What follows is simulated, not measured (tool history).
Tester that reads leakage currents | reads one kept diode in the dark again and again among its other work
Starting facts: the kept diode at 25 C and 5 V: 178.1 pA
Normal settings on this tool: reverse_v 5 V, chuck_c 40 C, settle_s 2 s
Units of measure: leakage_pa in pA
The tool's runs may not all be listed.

{"run": 1, "hour": 0.0, "reverse_v": 5, "chuck_c": 40, "settle_s": 2, "leakage_pa": 641.94}
{"run": 2, "hour": 57.3, "reverse_v": 5, "chuck_c": 40, "settle_s": 2, "leakage_pa": 641.31}
{"run": 3, "hour": 142.6, "reverse_v": 5, "chuck_c": 40, "settle_s": 2, "leakage_pa": 642.79}
{"run": 4, "hour": 227.1, "reverse_v": 5, "chuck_c": 40, "settle_s": 2, "leakage_pa": 641.4}
{"run": 5, "hour": 321.6, "reverse_v": 5, "chuck_c": 32, "settle_s": 2, "leakage_pa": 321.45}
{"run": 6, "hour": 382.3, "reverse_v": 5, "chuck_c": 32, "settle_s": 2, "leakage_pa": 320.03}
{"run": 7, "hour": 449.1, "reverse_v": 5, "chuck_c": 40, "settle_s": 0.49, "leakage_pa": 636.01}
{"run": 8, "hour": 556.3, "reverse_v": 5, "chuck_c": 40, "settle_s": 0.49, "leakage_pa": 633.91}
{"run": 9, "hour": 657.0, "reverse_v": 5, "chuck_c": 40, "settle_s": 1.76, "leakage_pa": 624.41}
{"hour": 669.6, "done": "chuck's temperature calibrated"}
{"run": 10, "hour": 739.0, "reverse_v": 5, "chuck_c": 40, "settle_s": 1.76, "leakage_pa": 661.6}
{"run": 11, "hour": 812.7, "reverse_v": 5, "chuck_c": 40, "settle_s": 1.76, "leakage_pa": 661.14}
{"run": 12, "hour": 893.6, "reverse_v": 5, "chuck_c": 40, "settle_s": 1.76, "leakage_pa": 655.38}
{"run": 13, "hour": 980.8, "reverse_v": 5, "chuck_c": 58, "settle_s": 2, "leakage_pa": 2716.06}
{"run": 14, "hour": 1078.6, "reverse_v": 5, "chuck_c": 25, "settle_s": 2, "leakage_pa": 181.35}
{"run": 15, "hour": 1139.8, "reverse_v": 5, "chuck_c": 25, "settle_s": 2, "leakage_pa": 179.49}
{"run": 16, "hour": 1196.7, "reverse_v": 5, "chuck_c": 25, "settle_s": 2, "leakage_pa": 179.42}
{"run": 17, "hour": 1282.5, "reverse_v": 5, "chuck_c": 25, "settle_s": 2, "leakage_pa": 178.67}
{"run": 18, "hour": 1338.7, "reverse_v": 5, "chuck_c": 40, "settle_s": 1.13, "leakage_pa": 649.23}
{"run": 19, "hour": 1397.6, "reverse_v": 5, "chuck_c": 40, "settle_s": 2.73, "leakage_pa": 647.53}
{"run": 20, "hour": 1478.2, "reverse_v": 7.59, "chuck_c": 49, "settle_s": 2.73, "leakage_pa": 1635.65}
{"run": 21, "hour": 1537.0, "reverse_v": 6.11, "chuck_c": 32, "settle_s": 0.7, "leakage_pa": 362.43}
{"run": 22, "hour": 1587.8, "reverse_v": 2.27, "chuck_c": 25, "settle_s": 3.81, "leakage_pa": 117.3}

What will run 23 give?
{"run": 23, "hour": 1673.1, "reverse_v": 2.27, "chuck_c": 25, "settle_s": 3.81, "leakage_pa": "?"}

leakage_pa: 117.31 pA
Take away the tool's hidden state, keep the run-to-run variation as it was, and the same run would have given leakage_pa 120.25 pA.
